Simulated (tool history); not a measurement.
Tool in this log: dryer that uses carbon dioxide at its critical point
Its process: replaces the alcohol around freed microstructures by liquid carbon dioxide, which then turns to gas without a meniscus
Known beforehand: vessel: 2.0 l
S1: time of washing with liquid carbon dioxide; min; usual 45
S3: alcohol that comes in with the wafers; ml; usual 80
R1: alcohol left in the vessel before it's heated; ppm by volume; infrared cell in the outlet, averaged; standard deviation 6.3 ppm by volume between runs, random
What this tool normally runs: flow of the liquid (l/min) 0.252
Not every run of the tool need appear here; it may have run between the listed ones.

run 1 hour=0 | S1=45 flow_of_the_liquid_(l/min)=0.252 S3=80 | R1=437
run 2 hour=12 | S1=45 flow_of_the_liquid_(l/min)=0.252 S3=41 | R1=253
run 3 hour=25.8 | S1=45 flow_of_the_liquid_(l/min)=0.252 S3=41 | R1=252
run 4 hour=38.7 | S1=33 flow_of_the_liquid_(l/min)=0.252 S3=41 | R1=748
run 5 hour=44.6 | S1=33 flow_of_the_liquid_(l/min)=0.252 S3=41 | R1=782
run 6 hour=57.4 | S1=33 flow_of_the_liquid_(l/min)=0.252 S3=41 | R1=761
run 7 hour=63.6 | S1=59 flow_of_the_liquid_(l/min)=0.252 S3=80 | R1=162
run 8 hour=74 | S1=30 flow_of_the_liquid_(l/min)=0.411 S3=61 | R1=268
run 9 hour=85.6 | S1=30 flow_of_the_liquid_(l/min)=0.411 S3=61 | R1=285
run 10 hour=93.9 | S1=42 flow_of_the_liquid_(l/min)=0.411 S3=80 | R1=94
run 11 hour=104.2 | S1=42 flow_of_the_liquid_(l/min)=0.411 S3=80 | R1=107

Predict each of these 5 candidate next runs independently; none follows another, all start after run 11:
run A hour=114.3 | S1=38 flow_of_the_liquid_(l/min)=0.155 S3=80 | R1=?
run B hour=114.3 | S1=69 flow_of_the_liquid_(l/min)=0.346 S3=66 | R1=?
run C hour=114.3 | S1=42 flow_of_the_liquid_(l/min)=0.411 S3=46 | R1=?
run D hour=114.3 | S1=37 flow_of_the_liquid_(l/min)=0.214 S3=80 | R1=?
run E hour=114.3 | S1=63 flow_of_the_liquid_(l/min)=0.252 S3=50 | R1=?

run=A R1=3844
run=B R1=74
run=C R1=96
run=D R1=1739
run=E R1=112
With no hidden state in the tool, these same runs would have given:
run=A R1=2847
run=B R1=10
run=C R1=21
run=D R1=1143
run=E R1=24
